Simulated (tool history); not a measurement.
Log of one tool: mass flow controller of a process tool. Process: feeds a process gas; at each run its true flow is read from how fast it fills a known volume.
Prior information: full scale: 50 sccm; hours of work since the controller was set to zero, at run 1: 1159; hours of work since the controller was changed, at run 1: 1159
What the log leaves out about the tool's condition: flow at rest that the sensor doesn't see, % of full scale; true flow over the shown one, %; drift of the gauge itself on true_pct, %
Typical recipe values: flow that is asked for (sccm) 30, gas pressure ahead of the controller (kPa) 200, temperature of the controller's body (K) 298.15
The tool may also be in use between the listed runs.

run,hour,flow that is asked for (sccm),gas pressure ahead of the controller (kPa),temperature of the controller's body (K),hours of work since the controller was set to zero,hours of work since the controller was changed,true flow (%)
1,0,30,200,298.15,1159,1159,98.9
2,244.5,30,200,298.15,1351,1351,98.84
3,609.5,30,200,298.15,1639,1639,98.94
4,1014.9,30,200,298.15,1958,1958,99.01
5,1386.5,30,200,298.15,2251,2251,98.86
6,1613,30,200,298.15,2430,2430,98.88
7,2029.6,15,232,298.15,2758,2758,98.25
8,2456.8,15,232,298.15,3094,3094,98.16
9,2891,15,232,298.15,3436,3436,98.36
10,3383.3,29,193,298.15,3824,3824,98.75
11,3679.9,35,218,298.15,4058,4058,99.33
12,3993.3,12,227,311.15,4305,4305,98.51

Predict each of these 5 candidate next runs independently; none follows another, all start after run 12:
A,4392.7,16,200,298.15,4619,4619,?
B,4392.7,32,227,308.15,4619,4619,?
C,4392.7,23,231,300.15,4619,4619,?
D,4392.7,32,227,311.15,4619,4619,?
E,4392.7,12,229,311.15,4619,4619,?

run,true flow (%)
A,98.18
B,99.69
C,98.76
D,99.81
E,98.73
Take away the tool's hidden state, keep each run's random variation, and the runs would have read:
run,true flow (%)
A,98.16
B,99.68
C,98.75
D,99.8
E,98.7
